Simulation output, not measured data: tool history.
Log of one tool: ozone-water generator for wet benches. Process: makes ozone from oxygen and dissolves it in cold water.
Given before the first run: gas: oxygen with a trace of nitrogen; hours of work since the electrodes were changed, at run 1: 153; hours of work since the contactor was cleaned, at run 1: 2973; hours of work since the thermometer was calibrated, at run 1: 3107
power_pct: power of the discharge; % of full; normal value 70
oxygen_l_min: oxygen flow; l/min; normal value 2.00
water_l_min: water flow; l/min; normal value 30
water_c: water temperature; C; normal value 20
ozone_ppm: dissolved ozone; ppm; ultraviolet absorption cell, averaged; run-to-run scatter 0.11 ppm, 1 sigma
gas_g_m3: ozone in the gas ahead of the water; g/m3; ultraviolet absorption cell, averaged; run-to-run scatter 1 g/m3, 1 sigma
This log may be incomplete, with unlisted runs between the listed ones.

run     day  power_pct  oxygen_l_min  water_l_min  water_c  hours of work since the electrodes were changed  hours of work since the contactor was cleaned  hours of work since the thermometer was calibrated  ozone_ppm  gas_g_m3
  1   0.000         70          2.00           30       20                                              153                                           2973                                                3107        8.2     175.8
  2   4.350         70          2.00           30       20                                              221                                           3041                                                3176        7.8     174.1
  3   8.879         70          2.00           30       20                                              293                                           3113                                                3247        8.0     172.8
  4  11.550         70          2.00           30       20                                              335                                           3155                                                3290        8.3     173.8
  5  17.129         70          2.00           24       20                                              423                                           3243                                                3378       10.1     175.0
  6  22.904         70          2.00           24       20                                              515                                           3335                                                3469       10.1     174.0
  7  27.888         70          2.00           24       19                                              593                                           3413                                                3548       10.2     174.6
  8  30.579         70          2.00           24       19                                              636                                           3456                                                3590       10.3     173.2
  9  36.258         70          2.00           24       19                                              726                                           3546                                                3680        9.9     173.6
 10  39.429         70          2.00           24       19                                              776                                           3596                                                3730       10.0     172.7
 11  43.758         70          2.00           30       20                                              844                                           3664                                                3798        8.0     173.5
 12  49.542         70          2.00           30       20                                              935                                           3755                                                3890        7.9     173.5
 13  54.008         70          2.00           20       20                                             1006                                           3826                                                3960       11.9     173.3
 14  60.233         70          2.00           30       20                                             1104                                           3924                                                4059        7.8     173.7
 15  65.704         70          2.00           30       20                                             1191                                           4011                                                4145        7.8     172.8
 16  72.054         90          2.00           30       20                                             1291                                           4111                                                4246        9.6     215.9
 17  75.958         90          2.00           30       20                                             1353                                           4173                                                4307        9.8     212.7
 18  80.546         42          1.63           30       12                                             1425                                           4245                                                4380        5.0     125.6

For run 19, what comes out?
 19  84.896         42          2.15           41       16                                             1494                                           4314                                                4448          ?         ?

ozone_ppm: 3.6 ppm
gas_g_m3: 104.8 g/m3
The same run, on a tool lacking any hidden state, would have yielded ozone_ppm 3.7 ppm, gas_g_m3 105.9 g/m3.

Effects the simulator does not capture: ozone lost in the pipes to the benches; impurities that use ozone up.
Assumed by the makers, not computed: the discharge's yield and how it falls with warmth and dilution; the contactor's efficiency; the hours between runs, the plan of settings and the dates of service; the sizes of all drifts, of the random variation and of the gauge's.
